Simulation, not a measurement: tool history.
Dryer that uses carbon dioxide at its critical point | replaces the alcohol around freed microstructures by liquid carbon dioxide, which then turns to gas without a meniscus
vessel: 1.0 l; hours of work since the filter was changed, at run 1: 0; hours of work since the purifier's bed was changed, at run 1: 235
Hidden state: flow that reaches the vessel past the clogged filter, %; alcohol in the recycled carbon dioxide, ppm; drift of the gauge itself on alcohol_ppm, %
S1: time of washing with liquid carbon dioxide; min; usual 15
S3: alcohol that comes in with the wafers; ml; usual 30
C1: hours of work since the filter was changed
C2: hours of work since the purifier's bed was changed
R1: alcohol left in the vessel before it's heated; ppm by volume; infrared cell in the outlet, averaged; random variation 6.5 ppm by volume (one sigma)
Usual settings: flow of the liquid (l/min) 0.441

Run 1, day 0.000: usual settings; C1 0; C2 235. Result: R1 316 ppm by volume.
Run 2, day 0.617: usual settings but flow of the liquid (l/min) 0.354; C1 12; C2 247. Result: R1 761 ppm by volume.
Run 3, day 1.112: usual settings but flow of the liquid (l/min) 0.448; C1 21; C2 256. Result: R1 319 ppm by volume.
Run 4, day 1.617: usual settings but flow of the liquid (l/min) 0.448, S3 71 ml; C1 31; C2 266. Result: R1 697 ppm by volume.
Run 5, day 2.196: usual settings; C1 42; C2 277. Result: R1 343 ppm by volume.
Run 6, day 3.162: usual settings; C1 60; C2 295. Result: R1 345 ppm by volume.
Run 7, day 3.942: usual settings but flow of the liquid (l/min) 0.593; C1 75; C2 310. Result: R1 108 ppm by volume.
Run 8, day 4.817: usual settings but flow of the liquid (l/min) 0.593; C1 91; C2 326. Result: R1 109 ppm by volume.
Run 9, day 5.646: usual settings but flow of the liquid (l/min) 0.593; C1 107; C2 342. Result: R1 120 ppm by volume.
Run 10, day 6.046: usual settings; C1 114; C2 350. Result: R1 367 ppm by volume.
Run 11, day 6.629: usual settings; C1 125; C2 361. Result: R1 360 ppm by volume.
Run 12, day 7.608: usual settings; C1 144; C2 379. Result: R1 359 ppm by volume.
Run 13, day 8.425: usual settings but S1 24 min, flow of the liquid (l/min) 0.314, S3 86 ml; C1 159; C2 395. Result: R1 528 ppm by volume.
Run 14, day 8.979: usual settings but flow of the liquid (l/min) 0.600, S3 52 ml; C1 170; C2 405. Result: R1 166 ppm by volume.
Run 15, day 9.712: usual settings but S1 13 min, flow of the liquid (l/min) 0.683, S3 107 ml; C1 184; C2 419. Result: R1 285 ppm by volume.
Run 16, day 10.362: usual settings but S1 13 min, flow of the liquid (l/min) 0.711, S3 53 ml; C1 196; C2 431. Result: R1 175 ppm by volume.
Run 17, day 10.904: usual settings but S1 13 min, flow of the liquid (l/min) 0.711, S3 53 ml; C1 206; C2 441. Result: R1 166 ppm by volume.
Run 18, day 11.396: usual settings but S1 13 min, flow of the liquid (l/min) 0.713, S3 28 ml; C1 215; C2 451. Result: R1 114 ppm by volume.
Run 19, day 12.171: usual settings but S1 13 min, flow of the liquid (l/min) 0.713, S3 28 ml; C1 230; C2 465. Result: R1 134 ppm by volume.
Run 20, day 12.867: usual settings but S1 22 min, flow of the liquid (l/min) 0.375, S3 28 ml; C1 243; C2 478. Result: R1 172 ppm by volume.
Run 21, day 13.829: usual settings but S1 22 min, flow of the liquid (l/min) 0.375, S3 28 ml; C1 261; C2 497. Result: R1 174 ppm by volume.

The same runs without the tool's hidden state, with the same run-to-run variation:
run   R1
  1  273
  2  705
  3  268
  4  630
  5  287
  6  285
  7   54
  8   52
  9   60
 10  289
 11  282
 12  275
 13  421
 14   92
 15  193
 16   94
 17   85
 18   36
 19   53
 20   82
 21   82
